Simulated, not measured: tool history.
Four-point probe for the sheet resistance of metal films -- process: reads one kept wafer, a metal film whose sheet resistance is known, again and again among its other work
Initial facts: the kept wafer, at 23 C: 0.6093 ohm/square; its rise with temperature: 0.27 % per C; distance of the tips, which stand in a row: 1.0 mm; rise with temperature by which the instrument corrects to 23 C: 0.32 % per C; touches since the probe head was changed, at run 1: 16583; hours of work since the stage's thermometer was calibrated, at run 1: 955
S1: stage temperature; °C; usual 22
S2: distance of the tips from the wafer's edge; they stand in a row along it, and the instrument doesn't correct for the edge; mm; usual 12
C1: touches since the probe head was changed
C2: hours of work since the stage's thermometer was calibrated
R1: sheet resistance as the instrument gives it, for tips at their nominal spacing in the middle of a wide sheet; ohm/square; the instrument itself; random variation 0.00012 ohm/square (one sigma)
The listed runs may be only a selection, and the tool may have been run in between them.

Run 1, hour 0: usual settings; C1 16583; C2 955. Result: R1 0.612895 ohm/square.
Run 2, hour 52.5: usual settings; C1 18009; C2 992. Result: R1 0.612925 ohm/square.
Run 3, hour 77.2: usual settings but S2 49 mm; C1 18682; C2 1009. Result: R1 0.610789 ohm/square.
Run 4, hour 122.3: usual settings but S2 49 mm; C1 19908; C2 1041. Result: R1 0.611217 ohm/square.
Run 5, hour 163.3: usual settings but S2 49 mm; C1 21024; C2 1070. Result: R1 0.610804 ohm/square.
Run 6, hour 190.2: usual settings but S1 33 °C; C1 21754; C2 1088. Result: R1 0.610027 ohm/square.
Run 7, hour 231.3: usual settings; C1 22872; C2 1117. Result: R1 0.613391 ohm/square.
Run 8, hour 258: usual settings but S1 23 °C, S2 31 mm; C1 23597; C2 1136. Result: R1 0.611003 ohm/square.
Run 9, hour 313.7: usual settings but S1 23 °C, S2 31 mm; C1 25113; C2 1175. Result: R1 0.611308 ohm/square.
Run 10, hour 357.9: usual settings but S2 4 mm; C1 26313; C2 1206. Result: R1 0.631256 ohm/square.
Run 11, hour 405.8: usual settings but S1 20 °C, S2 63 mm; C1 27617; C2 1239. Result: R1 0.612206 ohm/square.
Run 12, hour 437.4: usual settings but S1 27 °C, S2 63 mm; C1 28475; C2 1261. Result: R1 0.61019 ohm/square.
Run 13, hour 465.5: usual settings but S1 27 °C, S2 63 mm; C1 29238; C2 1281. Result: R1 0.610382 ohm/square.

Predict each of these 3 candidate next runs independently; none follows another, all start after run 13:
Run A, hour 500.1: usual settings but S1 32 °C, S2 30 mm; C1 30180; C2 1305. Result: R1 ?.
Run B, hour 500.1: usual settings but S1 27 °C, S2 61 mm; C1 30180; C2 1305. Result: R1 ?.
Run C, hour 500.1: usual settings but S1 20 °C, S2 28 mm; C1 30180; C2 1305. Result: R1 ?.

run        R1
  A  0.609041
  B  0.610243
  C  0.612599
Without the tool's unlogged condition, the same runs would have read:
run        R1
  A  0.607026
  B  0.608221
  C  0.610565

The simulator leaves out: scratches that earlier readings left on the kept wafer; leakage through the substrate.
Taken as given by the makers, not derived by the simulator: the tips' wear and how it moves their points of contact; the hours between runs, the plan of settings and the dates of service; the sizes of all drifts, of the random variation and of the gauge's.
